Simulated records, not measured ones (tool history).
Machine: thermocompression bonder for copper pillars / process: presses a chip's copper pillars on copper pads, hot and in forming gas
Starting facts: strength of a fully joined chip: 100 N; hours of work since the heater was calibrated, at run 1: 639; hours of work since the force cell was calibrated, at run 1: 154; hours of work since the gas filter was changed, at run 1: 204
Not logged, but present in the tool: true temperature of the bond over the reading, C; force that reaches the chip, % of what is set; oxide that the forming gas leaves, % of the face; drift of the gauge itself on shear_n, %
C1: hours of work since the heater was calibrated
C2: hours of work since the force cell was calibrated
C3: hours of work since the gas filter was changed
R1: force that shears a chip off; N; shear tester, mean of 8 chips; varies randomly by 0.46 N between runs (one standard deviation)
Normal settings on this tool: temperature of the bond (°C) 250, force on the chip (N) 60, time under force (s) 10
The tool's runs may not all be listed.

{"run": 1, "hour": 0.0, "temperature of the bond (°C)": 250, "force on the chip (N)": 60, "time under force (s)": 10, "C1": 639, "C2": 154, "C3": 204, "R1": 68.9}
{"run": 2, "hour": 20.8, "temperature of the bond (°C)": 250, "force on the chip (N)": 60, "time under force (s)": 10, "C1": 649, "C2": 164, "C3": 213, "R1": 68.6}
{"run": 3, "hour": 40.9, "temperature of the bond (°C)": 250, "force on the chip (N)": 60, "time under force (s)": 10, "C1": 658, "C2": 173, "C3": 223, "R1": 68.1}
{"run": 4, "hour": 54.6, "temperature of the bond (°C)": 250, "force on the chip (N)": 60, "time under force (s)": 10, "C1": 665, "C2": 179, "C3": 229, "R1": 69.2}
{"run": 5, "hour": 78.3, "temperature of the bond (°C)": 250, "force on the chip (N)": 60, "time under force (s)": 10, "C1": 676, "C2": 190, "C3": 240, "R1": 68.5}
{"run": 6, "hour": 101.5, "temperature of the bond (°C)": 250, "force on the chip (N)": 60, "time under force (s)": 10, "C1": 686, "C2": 201, "C3": 251, "R1": 68.7}
{"run": 7, "hour": 120.7, "temperature of the bond (°C)": 250, "force on the chip (N)": 60, "time under force (s)": 10, "C1": 695, "C2": 210, "C3": 260, "R1": 68.7}
{"run": 8, "hour": 142.7, "temperature of the bond (°C)": 250, "force on the chip (N)": 60, "time under force (s)": 10, "C1": 705, "C2": 220, "C3": 270, "R1": 69.8}
{"run": 9, "hour": 168.1, "temperature of the bond (°C)": 250, "force on the chip (N)": 60, "time under force (s)": 10, "C1": 717, "C2": 232, "C3": 282, "R1": 69.7}
{"run": 10, "hour": 187.2, "temperature of the bond (°C)": 250, "force on the chip (N)": 60, "time under force (s)": 10, "C1": 726, "C2": 241, "C3": 291, "R1": 68.7}
{"run": 11, "hour": 201.3, "temperature of the bond (°C)": 250, "force on the chip (N)": 60, "time under force (s)": 10, "C1": 733, "C2": 247, "C3": 297, "R1": 68.5}
{"run": 12, "hour": 214.3, "temperature of the bond (°C)": 250, "force on the chip (N)": 42, "time under force (s)": 10, "C1": 739, "C2": 253, "C3": 303, "R1": 54.5}
{"run": 13, "hour": 232.2, "temperature of the bond (°C)": 250, "force on the chip (N)": 60, "time under force (s)": 10, "C1": 747, "C2": 262, "C3": 312, "R1": 69.3}
{"run": 14, "hour": 245.0, "temperature of the bond (°C)": 250, "force on the chip (N)": 60, "time under force (s)": 10, "C1": 753, "C2": 268, "C3": 317, "R1": 68.4}
{"run": 15, "hour": 261.3, "temperature of the bond (°C)": 250, "force on the chip (N)": 85, "time under force (s)": 10, "C1": 761, "C2": 275, "C3": 325, "R1": 82}
{"run": 16, "hour": 285.0, "temperature of the bond (°C)": 250, "force on the chip (N)": 60, "time under force (s)": 10, "C1": 772, "C2": 286, "C3": 336, "R1": 68.4}
{"run": 17, "hour": 303.6, "temperature of the bond (°C)": 250, "force on the chip (N)": 78, "time under force (s)": 10, "C1": 780, "C2": 295, "C3": 345, "R1": 78.1}
{"run": 18, "hour": 324.7, "temperature of the bond (°C)": 241, "force on the chip (N)": 78, "time under force (s)": 10, "C1": 790, "C2": 305, "C3": 354, "R1": 71.5}
{"run": 19, "hour": 344.2, "temperature of the bond (°C)": 241, "force on the chip (N)": 78, "time under force (s)": 10, "C1": 799, "C2": 314, "C3": 364, "R1": 71.9}
{"run": 20, "hour": 363.7, "temperature of the bond (°C)": 241, "force on the chip (N)": 78, "time under force (s)": 10, "C1": 808, "C2": 323, "C3": 373, "R1": 71.6}
{"run": 21, "hour": 382.8, "temperature of the bond (°C)": 277, "force on the chip (N)": 62, "time under force (s)": 15, "C1": 817, "C2": 332, "C3": 381, "R1": 92}
{"run": 22, "hour": 396.2, "temperature of the bond (°C)": 230, "force on the chip (N)": 47, "time under force (s)": 18, "C1": 823, "C2": 338, "C3": 388, "R1": 52.9}
{"run": 23, "hour": 412.3, "temperature of the bond (°C)": 230, "force on the chip (N)": 47, "time under force (s)": 18, "C1": 831, "C2": 345, "C3": 395, "R1": 52.5}
{"hour": 436.1, "done": "forming gas filter changed"}
{"run": 24, "hour": 436.1, "temperature of the bond (°C)": 223, "force on the chip (N)": 47, "time under force (s)": 8, "C1": 841, "C2": 356, "C3": 0, "R1": 34.7}
{"run": 25, "hour": 448.7, "temperature of the bond (°C)": 268, "force on the chip (N)": 39, "time under force (s)": 8, "C1": 847, "C2": 362, "C3": 6, "R1": 62.4}
{"run": 26, "hour": 474.8, "temperature of the bond (°C)": 268, "force on the chip (N)": 55, "time under force (s)": 8, "C1": 859, "C2": 374, "C3": 18, "R1": 75.8}
{"run": 27, "hour": 492.1, "temperature of the bond (°C)": 243, "force on the chip (N)": 60, "time under force (s)": 10, "C1": 867, "C2": 382, "C3": 26, "R1": 63.3}
{"run": 28, "hour": 518.7, "temperature of the bond (°C)": 240, "force on the chip (N)": 60, "time under force (s)": 10, "C1": 880, "C2": 394, "C3": 38, "R1": 61}
{"run": 29, "hour": 541.7, "temperature of the bond (°C)": 240, "force on the chip (N)": 60, "time under force (s)": 10, "C1": 890, "C2": 405, "C3": 49, "R1": 60.7}
{"run": 30, "hour": 565.3, "temperature of the bond (°C)": 240, "force on the chip (N)": 48, "time under force (s)": 10, "C1": 901, "C2": 416, "C3": 60, "R1": 51.8}
{"run": 31, "hour": 577.8, "temperature of the bond (°C)": 229, "force on the chip (N)": 85, "time under force (s)": 13, "C1": 907, "C2": 422, "C3": 66, "R1": 69.3}
{"run": 32, "hour": 592.3, "temperature of the bond (°C)": 250, "force on the chip (N)": 61, "time under force (s)": 9, "C1": 914, "C2": 429, "C3": 72, "R1": 68}
{"run": 33, "hour": 614.4, "temperature of the bond (°C)": 256, "force on the chip (N)": 47, "time under force (s)": 9, "C1": 924, "C2": 439, "C3": 83, "R1": 61.5}
{"run": 34, "hour": 636.9, "temperature of the bond (°C)": 256, "force on the chip (N)": 47, "time under force (s)": 9, "C1": 935, "C2": 449, "C3": 93, "R1": 62.3}
{"run": 35, "hour": 659.4, "temperature of the bond (°C)": 256, "force on the chip (N)": 45, "time under force (s)": 9, "C1": 945, "C2": 460, "C3": 104, "R1": 60.6}
{"run": 36, "hour": 682.2, "temperature of the bond (°C)": 256, "force on the chip (N)": 45, "time under force (s)": 9, "C1": 956, "C2": 470, "C3": 114, "R1": 59.6}
{"run": 37, "hour": 703.9, "temperature of the bond (°C)": 235, "force on the chip (N)": 37, "time under force (s)": 10, "C1": 966, "C2": 480, "C3": 124, "R1": 38.4}
{"run": 38, "hour": 717.1, "temperature of the bond (°C)": 246, "force on the chip (N)": 60, "time under force (s)": 10, "C1": 972, "C2": 486, "C3": 130, "R1": 65.1}
{"run": 39, "hour": 738.5, "temperature of the bond (°C)": 256, "force on the chip (N)": 53, "time under force (s)": 10, "C1": 982, "C2": 496, "C3": 140, "R1": 68.9}

5 ways to go on from here, each from the tool as it stands after run 39. What would each give?
{"run": "A", "hour": 755.9, "temperature of the bond (°C)": 245, "force on the chip (N)": 60, "time under force (s)": 20, "C1": 990, "C2": 504, "C3": 148, "R1": "?"}
{"run": "B", "hour": 755.9, "temperature of the bond (°C)": 250, "force on the chip (N)": 61, "time under force (s)": 10, "C1": 990, "C2": 504, "C3": 148, "R1": "?"}
{"run": "C", "hour": 755.9, "temperature of the bond (°C)": 251, "force on the chip (N)": 60, "time under force (s)": 10, "C1": 990, "C2": 504, "C3": 148, "R1": "?"}
{"run": "D", "hour": 755.9, "temperature of the bond (°C)": 250, "force on the chip (N)": 62, "time under force (s)": 18, "C1": 990, "C2": 504, "C3": 148, "R1": "?"}
{"run": "E", "hour": 755.9, "temperature of the bond (°C)": 250, "force on the chip (N)": 59, "time under force (s)": 16, "C1": 990, "C2": 504, "C3": 148, "R1": "?"}

run=A R1=76.6
run=B R1=70
run=C R1=71
run=D R1=80
run=E R1=76.5
What these runs would have given with no unlogged condition in the tool:
run=A R1=76.7
run=B R1=70.1
run=C R1=71.1
run=D R1=80.1
run=E R1=76.7
